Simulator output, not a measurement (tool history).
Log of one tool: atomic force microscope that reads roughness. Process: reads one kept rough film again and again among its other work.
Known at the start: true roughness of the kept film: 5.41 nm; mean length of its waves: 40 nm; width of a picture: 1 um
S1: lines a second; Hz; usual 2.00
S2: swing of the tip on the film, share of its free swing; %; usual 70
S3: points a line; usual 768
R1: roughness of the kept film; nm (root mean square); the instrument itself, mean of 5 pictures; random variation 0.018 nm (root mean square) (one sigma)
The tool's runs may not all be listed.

run	day	S1	S2	S3	R1
1	0.000	2.00	70	768	4.427
2	0.579	2.00	70	768	4.425
3	1.762	2.00	70	768	4.439
# day 1.892: new tip fitted
4	2.292	2.00	70	768	4.460
5	3.542	2.00	70	768	4.415
# day 3.742: new tip fitted
6	4.733	2.00	70	768	4.445
# day 5.608: new tip fitted
7	5.908	2.00	70	768	4.442
8	6.538	0.52	70	768	4.642
# day 7.475: new tip fitted
9	7.533	0.52	70	768	4.681
10	8.304	0.52	70	768	4.692
# day 9.321: new tip fitted
11	9.500	0.52	70	768	4.667
12	10.321	2.00	70	388	4.454
# day 11.138: new tip fitted
13	11.138	2.00	70	388	4.410
14	11.767	2.00	66	388	4.471
15	12.758	2.00	66	388	4.481
# day 12.962: new tip fitted
16	13.908	2.00	66	388	4.492
17	14.733	2.00	70	429	4.393
# day 14.812: new tip fitted
18	15.858	2.00	70	273	4.376
# day 16.625: new tip fitted
19	16.921	0.89	68	273	4.576
20	17.488	0.89	79	374	4.485
# day 18.525: new tip fitted
21	18.721	0.99	60	338	4.655

The next listed run, before its measurement:
22	19.371	1.09	63	543	?

{"run 22": {"R1": 4.63}}
Without the tool's hidden state the same run would have given R1 4.636 nm (root mean square).
